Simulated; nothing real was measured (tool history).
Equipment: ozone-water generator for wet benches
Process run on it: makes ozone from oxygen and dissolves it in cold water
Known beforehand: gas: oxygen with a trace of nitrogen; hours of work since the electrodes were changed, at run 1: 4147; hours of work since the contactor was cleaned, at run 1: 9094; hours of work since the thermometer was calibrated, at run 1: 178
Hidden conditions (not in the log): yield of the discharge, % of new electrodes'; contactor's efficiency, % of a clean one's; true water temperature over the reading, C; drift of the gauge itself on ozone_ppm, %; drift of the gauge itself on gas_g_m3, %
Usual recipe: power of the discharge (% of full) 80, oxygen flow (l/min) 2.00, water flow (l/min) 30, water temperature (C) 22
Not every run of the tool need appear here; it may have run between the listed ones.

run,day,power of the discharge (% of full),oxygen flow (l/min),water flow (l/min),water temperature (C),hours of work since the electrodes were changed,hours of work since the contactor was cleaned,hours of work since the thermometer was calibrated,dissolved ozone (ppm),ozone in the gas ahead of the water (g/m3)
1,0.000,80,2.00,30,22,4147,9094,178,8.5,183.5
2,4.350,80,2.54,30,22,4250,9197,281,8.8,157.6
3,7.925,80,2.00,30,22,4335,9282,366,8.3,182.4
# day 9.383: contactor cleaned
4,11.212,80,2.79,30,22,4409,43,439,8.8,148.6
5,15.367,80,2.79,30,22,4507,142,538,8.8,147.7
6,17.396,80,2.79,30,22,4555,190,586,8.5,148.2
7,21.433,80,2.79,30,22,4651,286,682,9.0,149.4
8,25.888,80,2.79,30,22,4756,391,787,8.6,148.1
9,30.538,80,2.00,30,17,4867,501,897,8.7,184.0
10,32.504,80,3.14,30,22,4913,548,944,9.0,137.1
11,34.529,80,1.38,42,14,4961,596,992,5.8,236.5
12,36.975,51,2.00,30,22,5019,654,1050,6.1,132.4
13,40.325,51,3.37,24,22,5099,733,1129,7.7,95.6
14,43.392,51,3.24,18,23,5171,806,1202,9.6,97.5
15,45.804,51,3.24,18,23,5228,863,1259,9.6,97.1
16,48.321,51,3.24,24,23,5288,923,1319,7.6,97.6
17,51.633,51,3.24,24,23,5366,1001,1397,7.6,96.9
18,55.875,49,2.14,29,22,5467,1102,1498,6.3,122.8
19,60.279,49,2.14,29,22,5571,1206,1602,6.2,124.3

Each row is a separate what-if for the run after 19, all from the same tool condition, not one after another. Results?
A,62.475,80,1.41,28,25,5623,1258,1654,?,?
B,62.475,49,1.48,29,22,5623,1258,1654,?,?
C,62.475,52,3.54,30,22,5623,1258,1654,?,?

run,dissolved ozone (ppm),ozone in the gas ahead of the water (g/m3)
A,8.3,234.3
B,5.6,157.1
C,6.6,94.2
With no hidden state in the tool, these same runs would have given:
run,dissolved ozone (ppm),ozone in the gas ahead of the water (g/m3)
A,8.3,231.2
B,5.7,155.0
C,6.6,92.9
